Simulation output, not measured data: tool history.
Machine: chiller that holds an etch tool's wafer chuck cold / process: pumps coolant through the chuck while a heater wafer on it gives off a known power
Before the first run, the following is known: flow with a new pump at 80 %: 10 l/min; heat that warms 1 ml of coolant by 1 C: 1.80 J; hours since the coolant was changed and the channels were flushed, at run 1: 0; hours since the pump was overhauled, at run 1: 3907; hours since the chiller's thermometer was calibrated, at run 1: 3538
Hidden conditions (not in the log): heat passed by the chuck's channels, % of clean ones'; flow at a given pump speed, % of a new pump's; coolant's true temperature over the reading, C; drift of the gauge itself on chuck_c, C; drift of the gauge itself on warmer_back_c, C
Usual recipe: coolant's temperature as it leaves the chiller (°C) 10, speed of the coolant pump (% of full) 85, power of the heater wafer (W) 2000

run,hour,coolant's temperature as it leaves the chiller (°C),speed of the coolant pump (% of full),power of the heater wafer (W),hours since the coolant was changed and the channels were flushed,hours since the pump was overhauled,hours since the chiller's thermometer was calibrated,chuck's temperature once it has settled (°C),how much warmer the coolant comes back (C)
1,0,10,85,2000,0,3907,3538,36,6.58
2,126.2,10,85,2000,126,4033,3664,36.2,6.6
# hour 165.2: chiller's thermometer calibrated
3,277,10,85,2000,276,4183,112,35.8,6.62
4,364.2,10,85,2000,363,4270,199,35.8,6.58
5,477.9,10,85,2000,477,4384,313,36,6.61
6,584.8,16,85,2000,584,4491,420,42.2,6.64
7,731,16,85,2000,730,4637,566,42.4,6.71
8,886.5,10,85,2000,885,4792,721,36.4,6.7
9,1077.1,10,85,2000,1076,4983,912,36.5,6.74
10,1201.3,10,85,2000,1200,5107,1036,36.9,6.65
# hour 1220: coolant pump overhauled
11,1384.2,10,85,2000,1378,164,1214,38.2,7.08
# hour 1527.3: coolant pump overhauled, once more
12,1561.4,10,85,1524,1550,34,1386,29.3,4.74
13,1654.7,10,85,1524,1644,127,1479,29.7,4.73
14,1806.6,10,85,2000,1796,279,1631,35.6,6.18
15,1984.8,10,85,2866,1974,457,1810,46.9,8.91
16,2107.8,10,85,2866,2097,581,1933,47,8.98
17,2201.6,10,68,2000,2191,674,2026,42.2,8.11
18,2353.3,10,68,2000,2342,826,2178,42.4,8.04
19,2439.6,10,68,2000,2429,912,2264,42.2,8.12
20,2615.8,10,68,2000,2605,1088,2441,42.8,8.09
21,2802.7,10,66,2000,2792,1275,2627,43.7,8.47
22,2942.9,10,66,2000,2932,1416,2768,44,8.44
23,3085.7,9,85,2000,3075,1558,2910,36,6.36
24,3195.2,7,82,1109,3184,1668,3020,22.6,3.68
25,3355.3,7,82,1109,3344,1828,3180,22.6,3.66
26,3450.7,7,82,1109,3440,1923,3275,22.7,3.65
27,3648.8,10,82,2226,3638,2121,3474,41.7,7.43
28,3744.7,10,85,2619,3734,2217,3569,46.1,8.38
# hour 3880.1: chiller's thermometer calibrated
29,3953,0,92,1188,3941,2425,73,14.9,3.46
30,4082.8,2,68,1673,4071,2554,203,30.5,6.87
31,4220,10,61,2331,4208,2692,340,54.3,10.93
32,4337.8,17,99,1241,4326,2809,458,32.1,3.35

Some steps in chuck's temperature once it has settled (°C) between neighbouring runs. How much of each would the tool show without its hidden state too (settings, what came in, random variation), and how much is left for the hidden state, with any gauge scatter that isn't in both results?
Run 11 -> 12: power of the heater wafer (W) 2000 -> 1524, coolant pump overhauled, once more. chuck's temperature once it has settled (°C) -8.9: hidden state -3.1, all else -5.8.
Run 28 -> 29: coolant's temperature as it leaves the chiller (°C) 10 -> 0, speed of the coolant pump (% of full) 85 -> 92, power of the heater wafer (W) 2619 -> 1188, chiller's thermometer calibrated. chuck's temperature once it has settled (°C) -31.2: hidden state -2.6, all else -28.6.
Run 30 -> 31: coolant's temperature as it leaves the chiller (°C) 2 -> 10, speed of the coolant pump (% of full) 68 -> 61, power of the heater wafer (W) 1673 -> 2331. chuck's temperature once it has settled (°C) +23.8: hidden state +2.2, all else +21.6.
Run 31 -> 32: coolant's temperature as it leaves the chiller (°C) 10 -> 17, speed of the coolant pump (% of full) 61 -> 99, power of the heater wafer (W) 2331 -> 1241. chuck's temperature once it has settled (°C) -22.2: hidden state -3.6, all else -18.6.
